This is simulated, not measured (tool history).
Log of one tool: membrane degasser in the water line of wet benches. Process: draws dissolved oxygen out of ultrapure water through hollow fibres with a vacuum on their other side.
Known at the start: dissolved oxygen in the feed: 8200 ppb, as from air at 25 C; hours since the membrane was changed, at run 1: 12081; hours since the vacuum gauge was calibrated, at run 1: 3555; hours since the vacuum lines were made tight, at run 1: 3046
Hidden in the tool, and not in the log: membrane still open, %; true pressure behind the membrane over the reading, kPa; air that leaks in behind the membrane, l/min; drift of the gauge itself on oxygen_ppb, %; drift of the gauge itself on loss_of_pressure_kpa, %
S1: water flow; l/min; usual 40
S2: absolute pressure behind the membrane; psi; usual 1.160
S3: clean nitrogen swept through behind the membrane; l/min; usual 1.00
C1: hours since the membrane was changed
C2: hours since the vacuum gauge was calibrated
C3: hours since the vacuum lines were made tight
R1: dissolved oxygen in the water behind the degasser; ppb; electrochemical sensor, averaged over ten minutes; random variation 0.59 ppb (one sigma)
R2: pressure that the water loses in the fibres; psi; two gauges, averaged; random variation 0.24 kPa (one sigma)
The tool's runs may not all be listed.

| run | day | S1 | S2 | S3 | C1 | C2 | C3 | R1 | R2 |
|---|---|---|---|---|---|---|---|---|---|
| 1 | 0.000 | 40 | 1.160 | 1.00 | 12081 | 3555 | 3046 | 373.6 | 9.420 |
| 2 | 10.871 | 40 | 1.160 | 1.00 | 12342 | 3816 | 3307 | 373.8 | 9.358 |
| 3 | 17.342 | 40 | 1.160 | 2.84 | 12497 | 3971 | 3463 | 155.8 | 9.381 |
| 4 | 25.888 | 40 | 1.160 | 2.84 | 12702 | 4176 | 3668 | 155.9 | 9.391 |
| 5 | 37.917 | 40 | 1.160 | 2.84 | 12991 | 4465 | 3956 | 156.2 | 9.358 |
| 6 | 49.542 | 40 | 1.160 | 2.37 | 13270 | 4744 | 4235 | 183.7 | 9.340 |
| 7 | 57.050 | 40 | 1.160 | 0.41 | 13450 | 4924 | 4416 | 691.2 | 9.374 |
| 8 | 69.508 | 32 | 1.160 | 0.41 | 13749 | 5223 | 4715 | 598.8 | 7.443 |
| 9 | 84.379 | 40 | 1.160 | 1.00 | 14106 | 5580 | 5072 | 372.7 | 9.353 |
| 10 | 91.904 | 40 | 1.613 | 1.00 | 14286 | 5761 | 5252 | 599.7 | 9.372 |
|  | 99.721 | vacuum gauge calibrated |
| 11 | 102.562 | 40 | 1.613 | 1.00 | 14542 | 68 | 5507 | 600.8 | 9.404 |
| 12 | 112.150 | 33 | 1.160 | 1.00 | 14772 | 298 | 5738 | 318.7 | 7.710 |
| 13 | 125.650 | 33 | 1.160 | 1.00 | 15096 | 622 | 6062 | 319.8 | 7.659 |
| 14 | 133.479 | 40 | 1.160 | 1.00 | 15284 | 810 | 6249 | 375.1 | 9.384 |
| 15 | 141.167 | 40 | 1.160 | 1.00 | 15468 | 995 | 6434 | 373.2 | 9.411 |
| 16 | 149.583 | 40 | 1.160 | 1.00 | 15670 | 1197 | 6636 | 374.6 | 9.390 |
| 17 | 163.988 | 38 | 1.188 | 1.00 | 16016 | 1542 | 6982 | 371.9 | 8.868 |
| 18 | 177.279 | 38 | 1.188 | 1.00 | 16335 | 1861 | 7301 | 371.3 | 8.997 |
| 19 | 190.192 | 40 | 1.160 | 1.34 | 16645 | 2171 | 7611 | 297.1 | 9.330 |
| 20 | 204.300 | 40 | 1.946 | 2.06 | 16983 | 2510 | 7949 | 427.0 | 9.388 |
| 21 | 218.283 | 50 | 1.160 | 1.38 | 17319 | 2845 | 8285 | 354.4 | 11.664 |
| 22 | 231.671 | 55 | 1.331 | 1.34 | 17640 | 3167 | 8606 | 486.2 | 12.945 |
| 23 | 242.808 | 55 | 1.331 | 1.34 | 17907 | 3434 | 8873 | 484.2 | 12.853 |
| 24 | 251.171 | 55 | 2.090 | 1.98 | 18108 | 3635 | 9074 | 641.0 | 12.894 |
| 25 | 261.288 | 26 | 1.925 | 2.18 | 18351 | 3878 | 9317 | 273.0 | 6.048 |
| 26 | 267.583 | 40 | 1.160 | 0.52 | 18502 | 4029 | 9468 | 594.5 | 9.380 |
| 27 | 274.792 | 40 | 1.160 | 0.52 | 18675 | 4202 | 9641 | 596.3 | 9.324 |
| 28 | 287.338 | 44 | 1.160 | 0.52 | 18976 | 4503 | 9942 | 634.5 | 10.303 |
| 29 | 298.242 | 44 | 1.160 | 0.52 | 19238 | 4764 | 10204 | 634.4 | 10.344 |
| 30 | 305.392 | 63 | 1.160 | 0.85 | 19409 | 4936 | 10375 | 615.4 | 14.801 |
| 31 | 316.208 | 63 | 1.160 | 0.85 | 19669 | 5196 | 10635 | 613.7 | 14.846 |

Hidden state at the last listed run before each entry between runs and at the first one after, where it differs:
Between runs 10 and 11: vacuum gauge calibrated (day 99.721)
  no hidden state differs between the two runs
  measured less the result without the state, R1: +0.0 -> +0.1 ppb; R2: +0.016 -> +0.017 psi
